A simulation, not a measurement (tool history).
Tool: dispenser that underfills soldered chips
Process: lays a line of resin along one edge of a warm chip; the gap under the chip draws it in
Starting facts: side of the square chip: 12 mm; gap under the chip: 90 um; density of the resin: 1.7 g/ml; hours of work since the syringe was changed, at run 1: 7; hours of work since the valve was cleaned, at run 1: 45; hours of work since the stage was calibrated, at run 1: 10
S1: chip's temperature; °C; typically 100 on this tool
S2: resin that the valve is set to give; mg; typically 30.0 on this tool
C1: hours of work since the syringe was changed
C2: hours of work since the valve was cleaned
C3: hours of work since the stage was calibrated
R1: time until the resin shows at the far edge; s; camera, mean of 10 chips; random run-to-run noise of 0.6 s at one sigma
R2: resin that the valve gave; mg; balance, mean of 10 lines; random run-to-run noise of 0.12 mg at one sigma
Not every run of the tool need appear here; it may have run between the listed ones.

run 1 day=0.000 | S1=100 S2=30.0 | C1=7 C2=45 C3=10 | R1=74.9 R2=29.02
-- day=0.267 new syringe of resin
run 2 day=0.362 | S1=96 S2=30.0 | C1=2 C2=51 C3=15 | R1=62.6 R2=28.74
run 3 day=0.704 | S1=100 S2=30.0 | C1=7 C2=57 C3=21 | R1=76.4 R2=28.70
-- day=0.946 new syringe of resin
run 4 day=1.088 | S1=100 S2=30.0 | C1=2 C2=63 C3=27 | R1=58.0 R2=28.56
run 5 day=1.371 | S1=100 S2=34.4 | C1=7 C2=68 C3=32 | R1=74.1 R2=32.62
-- day=1.629 new syringe of resin
run 6 day=1.667 | S1=89 S2=34.4 | C1=1 C2=72 C3=37 | R1=70.9 R2=32.69
run 7 day=1.996 | S1=89 S2=34.4 | C1=6 C2=78 C3=42 | R1=94.0 R2=32.69
run 8 day=2.267 | S1=103 S2=30.0 | C1=11 C2=82 C3=47 | R1=85.2 R2=28.26
-- day=2.300 new syringe of resin
run 9 day=2.583 | S1=103 S2=30.0 | C1=5 C2=88 C3=52 | R1=62.4 R2=28.38
run 10 day=2.808 | S1=100 S2=30.0 | C1=9 C2=91 C3=56 | R1=80.9 R2=28.45
-- day=2.975 new syringe of resin
run 11 day=3.200 | S1=100 S2=30.0 | C1=4 C2=98 C3=62 | R1=65.8 R2=27.82
-- day=3.358 dispensing valve cleaned and set on the balance
run 12 day=3.575 | S1=100 S2=30.0 | C1=9 C2=4 C3=68 | R1=85.1 R2=30.06
-- day=3.708 new syringe of resin
run 13 day=3.904 | S1=100 S2=38.6 | C1=3 C2=9 C3=73 | R1=59.9 R2=38.65
run 14 day=4.321 | S1=100 S2=38.6 | C1=10 C2=16 C3=80 | R1=87.3 R2=38.21
-- day=4.375 new syringe of resin
run 15 day=4.521 | S1=100 S2=25.7 | C1=2 C2=19 C3=83 | R1=60.9 R2=25.40
run 16 day=4.796 | S1=100 S2=30.0 | C1=7 C2=24 C3=88 | R1=75.1 R2=29.45
-- day=5.046 new syringe of resin
run 17 day=5.250 | S1=100 S2=30.0 | C1=3 C2=31 C3=95 | R1=61.6 R2=29.26
run 18 day=5.492 | S1=100 S2=30.0 | C1=8 C2=35 C3=99 | R1=76.9 R2=29.58
-- day=5.712 new syringe of resin
run 19 day=5.912 | S1=96 S2=33.8 | C1=3 C2=42 C3=106 | R1=65.7 R2=32.94
run 20 day=6.288 | S1=96 S2=33.8 | C1=10 C2=48 C3=112 | R1=91.7 R2=32.69
-- day=6.383 new syringe of resin
run 21 day=6.588 | S1=91 S2=30.8 | C1=3 C2=53 C3=117 | R1=77.7 R2=30.02
run 22 day=6.950 | S1=111 S2=27.9 | C1=9 C2=59 C3=123 | R1=67.0 R2=26.83
-- day=7.062 new syringe of resin
run 23 day=7.367 | S1=111 S2=27.9 | C1=5 C2=66 C3=130 | R1=52.3 R2=26.82
-- day=7.750 new syringe of resin
run 24 day=7.775 | S1=91 S2=30.4 | C1=0 C2=73 C3=137 | R1=66.5 R2=28.99
run 25 day=7.988 | S1=106 S2=27.5 | C1=4 C2=76 C3=140 | R1=56.1 R2=26.27
run 26 day=8.400 | S1=92 S2=38.6 | C1=11 C2=83 C3=147 | R1=108.4 R2=36.88
-- day=8.446 new syringe of resin
run 27 day=8.762 | S1=92 S2=38.6 | C1=5 C2=89 C3=153 | R1=82.3 R2=36.49
run 28 day=9.042 | S1=93 S2=30.9 | C1=10 C2=94 C3=158 | R1=106.2 R2=28.89
-- day=9.121 new syringe of resin
-- day=9.462 dispensing valve cleaned and set on the balance
run 29 day=9.525 | S1=93 S2=30.9 | C1=6 C2=1 C3=165 | R1=88.0 R2=30.76
-- day=9.858 new syringe of resin
run 30 day=9.921 | S1=112 S2=26.4 | C1=1 C2=7 C3=171 | R1=42.3 R2=26.35
run 31 day=10.217 | S1=93 S2=35.4 | C1=6 C2=12 C3=176 | R1=85.4 R2=35.04
run 32 day=10.446 | S1=93 S2=35.4 | C1=10 C2=16 C3=180 | R1=103.8 R2=34.90
-- day=10.562 new syringe of resin
run 33 day=10.812 | S1=93 S2=26.4 | C1=4 C2=22 C3=186 | R1=80.2 R2=25.78
run 34 day=11.033 | S1=93 S2=26.4 | C1=8 C2=26 C3=190 | R1=96.0 R2=25.92
-- day=11.229 new syringe of resin
run 35 day=11.250 | S1=93 S2=26.4 | C1=0 C2=29 C3=193 | R1=66.5 R2=25.82

Here are 3 independent what-if runs from the current tool condition. What would each one return?
run A day=11.696 | S1=88 S2=25.5 | C1=8 C2=37 C3=201 | R1=? R2=?
run B day=11.696 | S1=88 S2=33.8 | C1=8 C2=37 C3=201 | R1=? R2=?
run C day=11.696 | S1=93 S2=35.2 | C1=8 C2=37 C3=201 | R1=? R2=?

run=A R1=113.5 R2=24.75
run=B R1=104.8 R2=32.70
run=C R1=90.4 R2=34.41
Stripped of hidden state, with their random variation kept, the same runs would have yielded:
run=A R1=75.3 R2=25.43
run=B R1=70.3 R2=33.61
run=C R1=60.5 R2=35.36
